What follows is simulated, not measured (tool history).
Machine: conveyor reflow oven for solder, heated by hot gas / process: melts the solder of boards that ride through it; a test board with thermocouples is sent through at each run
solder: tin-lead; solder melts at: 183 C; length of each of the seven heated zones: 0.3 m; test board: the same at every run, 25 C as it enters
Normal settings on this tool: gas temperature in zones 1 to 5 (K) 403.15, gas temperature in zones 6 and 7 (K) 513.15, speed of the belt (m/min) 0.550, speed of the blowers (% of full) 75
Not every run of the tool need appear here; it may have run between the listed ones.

run	hour	gas temperature in zones 1 to 5 (K)	gas temperature in zones 6 and 7 (K)	speed of the belt (m/min)	speed of the blowers (% of full)	highest temperature of the board (K)	time above the solder's melting point (s)
1	0.0	403.15	513.15	0.550	75	493.55	49.3
2	21.4	403.15	513.15	0.550	51	487.55	43.6
# hour 32.5: flux residue cleaned out of gas plates and filters
3	72.1	392.15	513.15	0.550	75	496.95	48.6
4	105.8	394.15	513.15	0.550	75	496.55	49.3
5	147.4	394.15	513.15	0.550	75	497.35	49.0
6	186.9	403.15	513.15	0.550	75	498.15	52.1
7	232.4	403.15	526.15	0.580	75	507.85	53.9
8	281.0	390.15	518.15	0.554	86	503.45	51.1
9	325.1	390.15	513.15	0.635	74	489.35	36.9
10	349.7	391.15	513.15	0.466	75	501.15	60.7
11	375.2	391.15	513.15	0.466	75	500.65	60.6
12	420.3	407.15	517.15	0.642	51	487.45	38.1

Some steps in highest temperature of the board (K), run to run, broken into two amounts with sign: the step expected even without the hidden condition (settings, incoming material, random variation), and the rest, left for the hidden condition together with whatever gauge scatter is not in both the measured and the hidden-condition-free result:
Hidden state present: heat that the gas passes to the board, % of a clean oven's; belt's true speed, % of the reading; true gas temperature in zones 6 and 7 over the reading, C; drift of the gauge itself on peak_c, C; drift of the gauge itself on liquid_s, %.
Run 2 -> 3: gas temperature in zones 1 to 5 (K) 403.15 -> 392.15, speed of the blowers (% of full) 51 -> 75, flux residue cleaned out of gas plates and filters. highest temperature of the board (K) +9.40: hidden state +3.40, all else +6.00.
Run 8 -> 9: gas temperature in zones 6 and 7 (K) 518.15 -> 513.15, speed of the belt (m/min) 0.554 -> 0.635, speed of the blowers (% of full) 86 -> 74. highest temperature of the board (K) -14.10: hidden state -0.40, all else -13.70.

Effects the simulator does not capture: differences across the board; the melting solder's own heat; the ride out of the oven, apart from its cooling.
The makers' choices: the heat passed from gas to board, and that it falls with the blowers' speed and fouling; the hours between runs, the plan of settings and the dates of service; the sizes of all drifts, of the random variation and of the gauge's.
